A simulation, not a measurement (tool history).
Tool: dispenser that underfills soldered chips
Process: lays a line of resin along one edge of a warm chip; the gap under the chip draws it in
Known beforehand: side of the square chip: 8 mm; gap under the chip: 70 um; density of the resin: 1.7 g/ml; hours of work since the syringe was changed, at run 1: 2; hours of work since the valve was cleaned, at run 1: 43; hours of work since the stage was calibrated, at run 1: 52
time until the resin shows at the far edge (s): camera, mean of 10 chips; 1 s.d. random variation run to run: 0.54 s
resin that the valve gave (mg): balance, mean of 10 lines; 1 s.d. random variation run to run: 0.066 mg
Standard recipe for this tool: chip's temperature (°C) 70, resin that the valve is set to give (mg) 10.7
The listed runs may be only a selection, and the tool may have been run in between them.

run,hour,chip's temperature (°C),resin that the valve is set to give (mg),hours of work since the syringe was changed,hours of work since the valve was cleaned,hours of work since the stage was calibrated,time until the resin shows at the far edge (s),resin that the valve gave (mg)
1,0.0,70,10.7,2,43,52,52.0,10.25
2,2.3,70,10.7,3,44,54,56.9,10.34
3,6.5,61,10.7,6,47,56,97.5,10.20
4,11.0,70,10.7,9,50,59,81.3,10.36
# hour 12.4: new syringe of resin
5,14.3,70,10.7,1,52,61,49.3,10.19
6,17.5,70,10.7,3,54,63,55.6,10.30
7,21.7,70,10.7,6,56,66,67.0,10.11
8,25.7,70,12.2,9,59,68,76.2,11.52
# hour 27.7: new syringe of resin
9,28.5,70,12.2,1,61,70,44.8,11.55
10,32.8,70,12.2,3,63,73,53.5,11.55
11,36.5,70,10.7,6,66,75,64.9,9.96
12,40.9,70,10.7,8,68,78,78.1,10.01
# hour 43.2: new syringe of resin
13,43.2,70,10.7,0,70,79,45.5,9.94
14,48.1,70,10.7,3,73,82,55.0,9.90
15,52.9,70,10.7,6,76,85,68.7,9.89
16,55.2,70,10.7,8,77,87,74.3,9.97
17,57.2,70,10.7,9,79,88,80.6,9.88
# hour 58.7: new syringe of resin
18,60.2,59,10.7,1,80,90,76.7,9.77
19,62.6,57,9.3,2,82,92,96.1,8.57
20,66.1,81,13.6,5,84,94,37.1,12.63
21,69.5,70,9.4,7,86,96,72.9,8.61
22,71.8,70,13.9,8,88,97,73.2,12.78
# hour 74.1: new syringe of resin
23,74.5,63,10.3,0,89,99,63.4,9.49
24,78.7,73,11.0,3,92,102,48.3,10.20
25,81.8,73,11.0,5,94,104,54.7,10.07
26,84.0,61,10.8,6,96,105,102.2,9.89
# hour 87.5: dispensing valve cleaned and set on the balance
27,88.5,70,11.5,9,1,107,78.0,11.51
# hour 90.3: new syringe of resin
28,91.3,79,11.2,1,2,109,31.7,11.08
29,93.4,79,11.2,2,4,110,33.8,11.05
30,96.1,79,11.2,4,5,112,38.9,11.15
31,98.1,57,13.8,5,7,113,103.9,13.71

Run 32 has not been measured yet. What should we expect?
32,101.5,57,13.8,7,9,115,?,?

time until the resin shows at the far edge (s): 118.9
resin that the valve gave (mg): 13.68
Minus the tool's unlogged condition, the same run would have read time until the resin shows at the far edge (s) 76.0, resin that the valve gave (mg) 13.81.
